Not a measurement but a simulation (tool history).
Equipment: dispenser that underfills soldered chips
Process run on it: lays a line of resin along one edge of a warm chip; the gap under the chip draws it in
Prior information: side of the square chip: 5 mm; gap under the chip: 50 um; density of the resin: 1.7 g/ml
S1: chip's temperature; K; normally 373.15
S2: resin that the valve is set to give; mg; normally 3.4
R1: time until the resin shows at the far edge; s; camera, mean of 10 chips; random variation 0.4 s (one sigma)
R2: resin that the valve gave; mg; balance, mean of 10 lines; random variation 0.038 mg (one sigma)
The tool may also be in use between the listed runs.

run,day,S1,S2,R1,R2
1,0,373.15,3.4,29.1,3.26
2,0.25,373.15,2.95,36.3,2.9
# day 0.404: new syringe of resin
3,0.429,373.15,2.95,27.2,2.88
4,0.696,373.15,2.95,33.1,2.9
# day 0.962: new syringe of resin
5,1.021,373.15,2.95,26.5,2.86
6,1.317,388.15,2.95,22.7,2.91
# day 1.504: new syringe of resin
7,1.642,388.15,2.95,18.6,2.8
8,1.962,388.15,2.95,23.8,2.77
# day 2.058: new syringe of resin
9,2.225,388.15,2.95,19.3,2.79
10,2.429,373.15,2.98,35.6,2.74
# day 2.6: new syringe of resin
11,2.758,373.15,3.62,28.7,3.46
12,2.958,373.15,3.95,33.5,3.78
# day 3.142: new syringe of resin
13,3.162,373.15,3.95,26.4,3.67
# day 3.479: dispensing valve cleaned and set on the balance
14,3.479,373.15,3.95,31.5,3.9
# day 3.733: new syringe of resin
15,3.8,373.15,3.95,26.4,3.95
16,4.075,373.15,3.4,33,3.37
17,4.25,362.15,3.4,53.2,3.38
# day 4.288: new syringe of resin
18,4.467,374.15,3.4,28.7,3.38
19,4.646,374.15,3.4,32.7,3.38
# day 4.842: new syringe of resin
20,4.883,367.15,4.25,31.4,4.2
21,5.138,368.15,4.25,37,4.17
# day 5.383: new syringe of resin
22,5.433,368.15,4.25,30.5,4.11
23,5.633,372.15,3.38,32,3.29
24,5.775,385.15,3.31,24,3.14
# day 5.921: new syringe of resin
25,6.083,385.15,3.31,20.4,3.22
26,6.35,385.15,3.31,25,3.22
# day 6.483: new syringe of resin
27,6.588,365.15,3.38,36.3,3.27
28,6.796,365.15,3.38,41.8,3.2
# day 7.029: new syringe of resin
29,7.125,377.15,4.27,24.2,4.06
30,7.379,365.15,3.29,43,3.17
31,7.533,365.15,3.29,48.3,3.09
# day 7.588: new syringe of resin
32,7.717,364.15,3.28,38.5,3.08
33,7.971,365.15,3.28,43.9,3.14
# day 8.121: new syringe of resin
# day 8.188: dispensing valve cleaned and set on the balance
34,8.317,373.15,3.63,28.2,3.65

For some of the steps in R1 from one run to the next: how much would appear even if the tool had no hidden state, given the settings, what came in and random variation, and how much remains for the hidden state plus any gauge scatter that the measured result and the result without hidden state don't share?
Hidden state present: resin's viscosity, % of fresh resin's; dose that the valve gives, % of what is set; true chip temperature over the reading, C; drift of the gauge itself on fill_s, %; drift of the gauge itself on given_mg, %.
Run 16 -> 17: S1 373.15 -> 362.15. R1 +20.2 s: hidden state +8.8, all else +11.4.
Run 17 -> 18: S1 362.15 -> 374.15, new syringe of resin. R1 -24.5 s: hidden state -12.3, all else -12.2.
Run 29 -> 30: S1 377.15 -> 365.15, S2 4.27 -> 3.29. R1 +18.8 s: hidden state +7.6, all else +11.2.
Run 31 -> 32: S1 365.15 -> 364.15, S2 3.29 -> 3.28, new syringe of resin. R1 -9.8 s: hidden state -11.6, all else +1.8.
